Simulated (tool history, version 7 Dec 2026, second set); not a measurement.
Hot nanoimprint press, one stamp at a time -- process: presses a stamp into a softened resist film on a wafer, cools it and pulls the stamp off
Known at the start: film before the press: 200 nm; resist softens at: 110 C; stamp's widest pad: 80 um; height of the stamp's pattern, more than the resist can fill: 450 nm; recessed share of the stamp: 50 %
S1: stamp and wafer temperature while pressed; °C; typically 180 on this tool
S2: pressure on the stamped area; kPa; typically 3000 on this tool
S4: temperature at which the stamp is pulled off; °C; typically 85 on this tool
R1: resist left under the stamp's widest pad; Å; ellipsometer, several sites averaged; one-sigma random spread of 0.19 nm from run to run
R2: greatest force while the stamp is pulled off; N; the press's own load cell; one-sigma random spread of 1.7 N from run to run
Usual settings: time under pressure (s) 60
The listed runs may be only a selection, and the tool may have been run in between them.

run 1 day=0 | S1=180 S2=3000 time_under_pressure_(s)=60 S4=85 | R1=971 R2=178
run 2 day=3.017 | S1=180 S2=3000 time_under_pressure_(s)=72 S4=85 | R1=911 R2=183
run 3 day=6.292 | S1=180 S2=3000 time_under_pressure_(s)=60 S4=85 | R1=969 R2=185
run 4 day=9.404 | S1=180 S2=3000 time_under_pressure_(s)=60 S4=85 | R1=966 R2=182
run 5 day=11.992 | S1=190 S2=3000 time_under_pressure_(s)=60 S4=85 | R1=648 R2=186
-- day=12.812 plate thermocouple calibrated
run 6 day=14.817 | S1=180 S2=3000 time_under_pressure_(s)=60 S4=74 | R1=994 R2=206
run 7 day=17.579 | S1=180 S2=3000 time_under_pressure_(s)=97 S4=85 | R1=839 R2=192
run 8 day=20.571 | S1=180 S2=3000 time_under_pressure_(s)=89 S4=85 | R1=864 R2=194
run 9 day=23.508 | S1=180 S2=3000 time_under_pressure_(s)=116 S4=85 | R1=784 R2=192
run 10 day=26.817 | S1=180 S2=3000 time_under_pressure_(s)=116 S4=85 | R1=781 R2=193
-- day=28.221 press's hydraulic seals changed and the load cell set to zero
run 11 day=29.329 | S1=180 S2=3000 time_under_pressure_(s)=116 S4=85 | R1=750 R2=198
run 12 day=31.817 | S1=180 S2=3000 time_under_pressure_(s)=116 S4=85 | R1=753 R2=196
run 13 day=33.433 | S1=180 S2=3000 time_under_pressure_(s)=116 S4=85 | R1=751 R2=196
run 14 day=36.4 | S1=180 S2=3000 time_under_pressure_(s)=116 S4=85 | R1=744 R2=197
run 15 day=38.033 | S1=180 S2=3000 time_under_pressure_(s)=60 S4=70 | R1=944 R2=232
-- day=39.121 plate thermocouple calibrated
run 16 day=41.238 | S1=190 S2=3820 time_under_pressure_(s)=81 S4=92 | R1=511 R2=185
run 17 day=43.054 | S1=180 S2=3000 time_under_pressure_(s)=113 S4=77 | R1=776 R2=222
-- day=44.254 stamp cleaned and given a new release coat
run 18 day=46.521 | S1=185 S2=3000 time_under_pressure_(s)=60 S4=78 | R1=792 R2=195
run 19 day=48.321 | S1=185 S2=3170 time_under_pressure_(s)=37 S4=85 | R1=914 R2=182
run 20 day=51.092 | S1=180 S2=3580 time_under_pressure_(s)=87 S4=85 | R1=774 R2=181
run 21 day=52.667 | S1=180 S2=3580 time_under_pressure_(s)=87 S4=85 | R1=776 R2=183
run 22 day=56.142 | S1=180 S2=3580 time_under_pressure_(s)=87 S4=83 | R1=773 R2=186
run 23 day=59.708 | S1=180 S2=4760 time_under_pressure_(s)=60 S4=85 | R1=763 R2=186
run 24 day=62.112 | S1=180 S2=4760 time_under_pressure_(s)=60 S4=72 | R1=764 R2=213
run 25 day=64.596 | S1=177 S2=3000 time_under_pressure_(s)=52 S4=85 | R1=1123 R2=191
-- day=65.158 plate thermocouple calibrated
run 26 day=67.5 | S1=177 S2=3000 time_under_pressure_(s)=52 S4=85 | R1=1145 R2=191
run 27 day=70.375 | S1=180 S2=3480 time_under_pressure_(s)=73 S4=79 | R1=849 R2=206
run 28 day=72.012 | S1=180 S2=3000 time_under_pressure_(s)=68 S4=78 | R1=931 R2=208
run 29 day=73.579 | S1=171 S2=3000 time_under_pressure_(s)=73 S4=82 | R1=1284 R2=204

3 options for the next run, each taken on its own from the tool as it stands now. Forecast them:
run A day=76.529 | S1=180 S2=4740 time_under_pressure_(s)=60 S4=85 | R1=? R2=?
run B day=76.529 | S1=171 S2=3000 time_under_pressure_(s)=73 S4=75 | R1=? R2=?
run C day=76.529 | S1=180 S2=3000 time_under_pressure_(s)=60 S4=91 | R1=? R2=?

run=A R1=781 R2=196
run=B R1=1282 R2=219
run=C R1=973 R2=183
Without the tool's hidden state the same runs would have given:
run=A R1=767 R2=180
run=B R1=1281 R2=200
run=C R1=970 R2=168

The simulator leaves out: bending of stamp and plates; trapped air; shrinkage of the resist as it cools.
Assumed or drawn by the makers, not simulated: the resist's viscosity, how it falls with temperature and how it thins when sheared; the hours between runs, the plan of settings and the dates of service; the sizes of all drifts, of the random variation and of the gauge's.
